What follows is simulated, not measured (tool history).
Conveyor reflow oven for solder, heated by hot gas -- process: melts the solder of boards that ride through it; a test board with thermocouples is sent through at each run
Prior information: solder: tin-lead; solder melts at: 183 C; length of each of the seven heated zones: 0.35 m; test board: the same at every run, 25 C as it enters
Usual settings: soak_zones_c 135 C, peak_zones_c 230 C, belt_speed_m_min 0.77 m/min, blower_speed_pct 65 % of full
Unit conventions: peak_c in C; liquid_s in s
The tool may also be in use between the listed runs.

Run 1, hour 0: usual settings. Result: peak_c 209.4 C, liquid_s 34.8 s.
Run 2, hour 54: usual settings. Result: peak_c 209 C, liquid_s 34.5 s.
At hour 111.6: flux residue cleaned out of gas plates and filters.
Run 3, hour 115.9: usual settings. Result: peak_c 210.3 C, liquid_s 35.7 s.
Run 4, hour 169.6: usual settings. Result: peak_c 210.3 C, liquid_s 35.6 s.
At hour 176.8: belt drive overhauled, speed set with a stopwatch.
Run 5, hour 224: usual settings. Result: peak_c 210.3 C, liquid_s 35.7 s.
Run 6, hour 276.7: usual settings but belt_speed_m_min 0.833 m/min. Result: peak_c 207.1 C, liquid_s 30.2 s.
Run 7, hour 326.1: usual settings but soak_zones_c 123 C, peak_zones_c 239 C, belt_speed_m_min 0.833 m/min. Result: peak_c 211.4 C, liquid_s 30.4 s.
At hour 370.2: belt drive overhauled, speed set with a stopwatch, once more.
Run 8, hour 381.2: usual settings but peak_zones_c 223 C. Result: peak_c 203.1 C, liquid_s 29.8 s.
Run 9, hour 430.8: usual settings but peak_zones_c 223 C. Result: peak_c 202.7 C, liquid_s 29.6 s.
Run 10, hour 471.5: usual settings but soak_zones_c 125 C, blower_speed_pct 56 % of full. Result: peak_c 204.2 C, liquid_s 27.5 s.
Run 11, hour 499.9: usual settings but soak_zones_c 124 C, belt_speed_m_min 0.87 m/min, blower_speed_pct 56 % of full. Result: peak_c 198.3 C, liquid_s 18.7 s.
Run 12, hour 555.6: usual settings but soak_zones_c 144 C. Result: peak_c 210.6 C, liquid_s 37.8 s.

Predict each of these 4 candidate next runs independently; none follows another, all start after run 12:
At hour 569.4: flux residue cleaned out of gas plates and filters.
Run A, hour 598.6: usual settings but soak_zones_c 144 C, blower_speed_pct 61 % of full. Result: peak_c ?, liquid_s ?.
At hour 569.4: flux residue cleaned out of gas plates and filters.
Run B, hour 598.6: usual settings but soak_zones_c 140 C. Result: peak_c ?, liquid_s ?.
At hour 569.4: flux residue cleaned out of gas plates and filters.
Run C, hour 598.6: usual settings but peak_zones_c 218 C, blower_speed_pct 51 % of full. Result: peak_c ?, liquid_s ?.
At hour 569.4: flux residue cleaned out of gas plates and filters.
Run D, hour 598.6: usual settings but soak_zones_c 144 C, blower_speed_pct 88 % of full. Result: peak_c ?, liquid_s ?.

run  peak_c  liquid_s
  A   211.2      38.1
  B   211.3      37.3
  C   196.3      22.3
  D   215.9      41.8
With no hidden state in the tool, these same runs would have given:
run  peak_c  liquid_s
  A   211.8      38.4
  B   211.9      37.7
  C   196.9      22.9
  D   216.5      42.1
